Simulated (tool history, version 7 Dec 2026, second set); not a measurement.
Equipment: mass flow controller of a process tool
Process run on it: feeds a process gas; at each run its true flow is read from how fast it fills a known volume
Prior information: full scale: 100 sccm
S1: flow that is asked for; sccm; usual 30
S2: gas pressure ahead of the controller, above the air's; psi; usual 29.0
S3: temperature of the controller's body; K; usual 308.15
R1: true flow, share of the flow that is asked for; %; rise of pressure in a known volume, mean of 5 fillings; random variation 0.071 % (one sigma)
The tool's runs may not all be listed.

{"run": 1, "hour": 0.0, "S1": 30, "S2": 29.0, "S3": 308.15, "R1": 100.62}
{"run": 2, "hour": 166.9, "S1": 30, "S2": 29.0, "S3": 308.15, "R1": 100.79}
{"run": 3, "hour": 334.6, "S1": 30, "S2": 29.0, "S3": 308.15, "R1": 100.72}
{"run": 4, "hour": 540.8, "S1": 30, "S2": 30.6, "S3": 308.15, "R1": 100.58}
{"run": 5, "hour": 676.0, "S1": 30, "S2": 30.6, "S3": 308.15, "R1": 100.64}
{"run": 6, "hour": 894.5, "S1": 30, "S2": 30.6, "S3": 308.15, "R1": 100.65}
{"run": 7, "hour": 1008.6, "S1": 30, "S2": 30.6, "S3": 301.15, "R1": 99.79}
{"run": 8, "hour": 1156.7, "S1": 30, "S2": 30.6, "S3": 301.15, "R1": 99.85}
{"run": 9, "hour": 1317.8, "S1": 30, "S2": 29.0, "S3": 308.15, "R1": 100.45}
{"run": 10, "hour": 1516.9, "S1": 30, "S2": 29.0, "S3": 308.15, "R1": 100.32}
{"run": 11, "hour": 1677.1, "S1": 64, "S2": 29.0, "S3": 308.15, "R1": 100.49}
{"run": 12, "hour": 1778.2, "S1": 64, "S2": 29.0, "S3": 308.15, "R1": 100.61}
{"run": 13, "hour": 1901.0, "S1": 64, "S2": 29.0, "S3": 308.15, "R1": 100.42}
{"run": 14, "hour": 2084.3, "S1": 75, "S2": 29.0, "S3": 305.15, "R1": 100.28}
{"run": 15, "hour": 2206.4, "S1": 75, "S2": 26.5, "S3": 310.15, "R1": 100.47}
{"run": 16, "hour": 2343.2, "S1": 75, "S2": 26.5, "S3": 310.15, "R1": 100.57}
{"run": 17, "hour": 2530.9, "S1": 75, "S2": 26.5, "S3": 310.15, "R1": 100.35}

Each row is a separate what-if for the run after 17, all from the same tool condition, not one after another. Results?
{"run": "A", "hour": 2698.7, "S1": 55, "S2": 36.1, "S3": 304.15, "R1": "?"}
{"run": "B", "hour": 2698.7, "S1": 75, "S2": 26.5, "S3": 293.15, "R1": "?"}
{"run": "C", "hour": 2698.7, "S1": 10, "S2": 29.0, "S3": 308.15, "R1": "?"}

run=A R1=100.17
run=B R1=98.63
run=C R1=100.02
The same runs, with their run-to-run variation unchanged, on a tool lacking any hidden condition would have given:
run=A R1=100.81
run=B R1=99.25
run=C R1=100.64
